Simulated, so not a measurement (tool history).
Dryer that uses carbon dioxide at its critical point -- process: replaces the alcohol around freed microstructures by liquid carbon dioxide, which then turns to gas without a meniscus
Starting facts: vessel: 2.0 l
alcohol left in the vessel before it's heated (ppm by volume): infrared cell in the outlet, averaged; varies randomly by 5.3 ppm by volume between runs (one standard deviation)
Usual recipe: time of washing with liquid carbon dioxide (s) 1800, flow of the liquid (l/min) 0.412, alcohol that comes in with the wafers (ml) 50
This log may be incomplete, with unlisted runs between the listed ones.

| run | hour | time of washing with liquid carbon dioxide (s) | flow of the liquid (l/min) | alcohol that comes in with the wafers (ml) | alcohol left in the vessel before it's heated (ppm by volume) |
|---|---|---|---|---|---|
| 1 | 0.0 | 1800 | 0.412 | 50 | 214 |
| 2 | 17.4 | 1800 | 0.412 | 50 | 205 |
| 3 | 26.6 | 1800 | 0.412 | 50 | 216 |
| 4 | 37.9 | 1800 | 0.490 | 50 | 128 |
| 5 | 52.7 | 1140 | 0.412 | 50 | 1056 |
| 6 | 66.6 | 1140 | 0.412 | 50 | 1109 |
| 7 | 81.9 | 1140 | 0.412 | 50 | 1109 |
| 8 | 94.2 | 1140 | 0.412 | 50 | 1137 |
| 9 | 102.2 | 1140 | 0.484 | 50 | 711 |
| 10 | 115.1 | 1800 | 0.412 | 50 | 262 |
| 11 | 122.7 | 1800 | 0.412 | 50 | 258 |
| 12 | 131.5 | 1140 | 0.412 | 50 | 1183 |
| 13 | 140.9 | 1800 | 0.412 | 50 | 264 |
| 14 | 155.5 | 1800 | 0.412 | 50 | 280 |
| 15 | 166.4 | 1800 | 0.412 | 43 | 262 |
| 16 | 179.4 | 1800 | 0.412 | 43 | 270 |
| 17 | 187.1 | 1800 | 0.412 | 74 | 388 |
|  | 193.7 | inlet filter changed |
| 18 | 204.7 | 1800 | 0.412 | 99 | 339 |
| 19 | 217.2 | 1800 | 0.412 | 118 | 393 |
| 20 | 226.0 | 1800 | 0.412 | 118 | 391 |
| 21 | 241.1 | 1800 | 0.412 | 94 | 343 |
| 22 | 252.3 | 1800 | 0.412 | 94 | 362 |
| 23 | 268.9 | 1800 | 0.412 | 50 | 243 |
| 24 | 276.3 | 1500 | 0.412 | 22 | 255 |
| 25 | 287.3 | 1500 | 0.412 | 22 | 249 |
| 26 | 299.4 | 1500 | 0.412 | 22 | 261 |
| 27 | 309.4 | 2160 | 0.490 | 42 | 115 |
| 28 | 316.8 | 1380 | 0.283 | 42 | 1528 |
| 29 | 329.4 | 1800 | 0.590 | 75 | 134 |
| 30 | 338.3 | 1800 | 0.481 | 35 | 160 |
| 31 | 348.9 | 1680 | 0.481 | 90 | 314 |
| 32 | 361.9 | 2460 | 0.334 | 50 | 206 |
| 33 | 378.7 | 2040 | 0.473 | 117 | 213 |
| 34 | 390.7 | 1080 | 0.516 | 88 | 1303 |
| 35 | 400.6 | 1560 | 0.412 | 56 | 515 |
| 36 | 408.6 | 1680 | 0.415 | 50 | 368 |
| 37 | 420.2 | 1680 | 0.415 | 29 | 274 |
| 38 | 434.9 | 1800 | 0.412 | 75 | 428 |
|  | 447.3 | inlet filter changed |
| 39 | 451.7 | 1800 | 0.412 | 75 | 277 |
| 40 | 466.9 | 2760 | 0.519 | 50 | 123 |
| 41 | 484.0 | 2760 | 0.372 | 56 | 136 |
| 42 | 497.2 | 2760 | 0.372 | 56 | 150 |
| 43 | 506.1 | 1380 | 0.412 | 25 | 349 |
| 44 | 515.9 | 1680 | 0.612 | 25 | 127 |
| 45 | 527.7 | 1440 | 0.357 | 73 | 1084 |
| 46 | 534.9 | 1440 | 0.357 | 73 | 1131 |

Forecast each of these 5 alternatives for the next run:
| A | 547.1 | 1140 | 0.412 | 56 | ? |
| B | 547.1 | 1560 | 0.332 | 53 | ? |
| C | 547.1 | 1440 | 0.372 | 51 | ? |
| D | 547.1 | 1800 | 0.412 | 32 | ? |
| E | 547.1 | 2640 | 0.412 | 40 | ? |

| run | alcohol left in the vessel before it's heated (ppm by volume) |
|---|---|
| A | 1234 |
| B | 821 |
| C | 735 |
| D | 225 |
| E | 130 |
Take away the tool's hidden state, keep each run's random variation, and the runs would have read:
| run | alcohol left in the vessel before it's heated (ppm by volume) |
|---|---|
| A | 958 |
| B | 597 |
| C | 522 |
| D | 89 |
| E | 9 |

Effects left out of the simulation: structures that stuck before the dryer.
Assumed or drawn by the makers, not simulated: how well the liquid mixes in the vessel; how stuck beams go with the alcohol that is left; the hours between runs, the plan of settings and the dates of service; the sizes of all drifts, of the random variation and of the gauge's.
